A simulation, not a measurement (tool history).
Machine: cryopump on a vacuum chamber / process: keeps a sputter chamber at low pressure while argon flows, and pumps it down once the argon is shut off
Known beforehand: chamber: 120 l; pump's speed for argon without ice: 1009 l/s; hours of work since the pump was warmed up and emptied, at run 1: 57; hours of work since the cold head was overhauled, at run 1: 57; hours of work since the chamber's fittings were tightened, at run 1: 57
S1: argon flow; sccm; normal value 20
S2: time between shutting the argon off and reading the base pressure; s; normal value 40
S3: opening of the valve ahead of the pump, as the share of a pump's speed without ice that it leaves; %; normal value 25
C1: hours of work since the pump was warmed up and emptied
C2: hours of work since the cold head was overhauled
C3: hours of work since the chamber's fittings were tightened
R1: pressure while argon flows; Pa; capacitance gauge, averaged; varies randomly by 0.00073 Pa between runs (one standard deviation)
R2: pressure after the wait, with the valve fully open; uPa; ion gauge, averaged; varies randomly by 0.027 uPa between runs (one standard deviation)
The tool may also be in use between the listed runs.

run 1 day=0.000 | S1=20 S2=40 S3=25 | C1=57 C2=57 C3=57 | R1=0.1348 R2=1.29
run 2 day=2.929 | S1=20 S2=40 S3=25 | C1=106 C2=106 C3=106 | R1=0.1365 R2=1.35
run 3 day=6.821 | S1=20 S2=40 S3=25 | C1=171 C2=171 C3=171 | R1=0.1364 R2=1.45
run 4 day=10.333 | S1=13 S2=40 S3=25 | C1=229 C2=229 C3=229 | R1=0.0889 R2=1.52
run 5 day=13.554 | S1=13 S2=40 S3=25 | C1=283 C2=283 C3=283 | R1=0.0885 R2=1.61
run 6 day=16.358 | S1=13 S2=40 S3=48 | C1=330 C2=330 C3=330 | R1=0.0480 R2=1.64
run 7 day=21.046 | S1=20 S2=40 S3=25 | C1=408 C2=408 C3=408 | R1=0.1408 R2=1.76
run 8 day=24.775 | S1=20 S2=40 S3=25 | C1=470 C2=470 C3=470 | R1=0.1398 R2=1.96
run 9 day=28.650 | S1=20 S2=40 S3=25 | C1=534 C2=534 C3=534 | R1=0.1415 R2=1.97
run 10 day=31.458 | S1=20 S2=40 S3=25 | C1=581 C2=581 C3=581 | R1=0.1434 R2=2.07
run 11 day=35.571 | S1=29 S2=81 S3=42 | C1=649 C2=649 C3=649 | R1=0.1283 R2=1.70
run 12 day=38.042 | S1=29 S2=81 S3=42 | C1=690 C2=690 C3=690 | R1=0.1314 R2=1.80
run 13 day=40.950 | S1=29 S2=81 S3=42 | C1=739 C2=739 C3=739 | R1=0.1324 R2=1.91
run 14 day=43.296 | S1=29 S2=81 S3=42 | C1=778 C2=778 C3=778 | R1=0.1343 R2=2.01

What does the tool deliver on the next run?
run 15 day=46.812 | S1=25 S2=60 S3=42 | C1=836 C2=836 C3=836 | R1=? R2=?

{"run 15": {"R1": 0.1177, "R2": 2.25}}
If the tool had no hidden condition, the same run with the same run-to-run variation would have returned R1 0.1003 Pa, R2 0.92 uPa.
